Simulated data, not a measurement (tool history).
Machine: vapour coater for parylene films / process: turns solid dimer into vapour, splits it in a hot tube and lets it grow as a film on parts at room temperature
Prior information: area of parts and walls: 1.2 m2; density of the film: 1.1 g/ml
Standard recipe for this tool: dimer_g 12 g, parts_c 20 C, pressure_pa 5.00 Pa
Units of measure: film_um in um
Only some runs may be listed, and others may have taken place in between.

run 1 hour=0.0 | dimer_g=12 parts_c=20 pressure_pa=5.00 | film_um=4.13
run 2 hour=37.4 | dimer_g=12 parts_c=15 pressure_pa=5.00 | film_um=5.09
run 3 hour=69.8 | dimer_g=12 parts_c=15 pressure_pa=5.00 | film_um=5.04
run 4 hour=102.9 | dimer_g=12 parts_c=15 pressure_pa=5.00 | film_um=5.02
run 5 hour=136.2 | dimer_g=12 parts_c=15 pressure_pa=5.00 | film_um=5.02
run 6 hour=174.1 | dimer_g=12 parts_c=20 pressure_pa=5.00 | film_um=4.07
-- hour=189.7 trap's valve overhauled
run 7 hour=219.6 | dimer_g=12 parts_c=20 pressure_pa=5.00 | film_um=4.32
run 8 hour=257.2 | dimer_g=22 parts_c=20 pressure_pa=5.00 | film_um=7.87
run 9 hour=278.0 | dimer_g=22 parts_c=20 pressure_pa=5.00 | film_um=7.89
run 10 hour=302.5 | dimer_g=22 parts_c=20 pressure_pa=5.00 | film_um=7.86
run 11 hour=329.8 | dimer_g=22 parts_c=20 pressure_pa=5.00 | film_um=7.81
run 12 hour=373.9 | dimer_g=12 parts_c=20 pressure_pa=5.00 | film_um=4.31
run 13 hour=418.8 | dimer_g=12 parts_c=20 pressure_pa=5.00 | film_um=4.26
run 14 hour=462.1 | dimer_g=12 parts_c=20 pressure_pa=5.00 | film_um=4.24
run 15 hour=497.7 | dimer_g=12 parts_c=21 pressure_pa=3.88 | film_um=4.26
run 16 hour=539.7 | dimer_g=12 parts_c=21 pressure_pa=3.88 | film_um=4.27
run 17 hour=578.6 | dimer_g=12 parts_c=21 pressure_pa=3.88 | film_um=4.22
run 18 hour=598.6 | dimer_g=9 parts_c=17 pressure_pa=9.45 | film_um=3.11

Run 19 comes next. What will it give?
run 19 hour=637.2 | dimer_g=9 parts_c=21 pressure_pa=2.40 | film_um=?

film_um: 3.57 um
Had the tool carried no hidden state, the very same run would have given film_um 3.65 um.

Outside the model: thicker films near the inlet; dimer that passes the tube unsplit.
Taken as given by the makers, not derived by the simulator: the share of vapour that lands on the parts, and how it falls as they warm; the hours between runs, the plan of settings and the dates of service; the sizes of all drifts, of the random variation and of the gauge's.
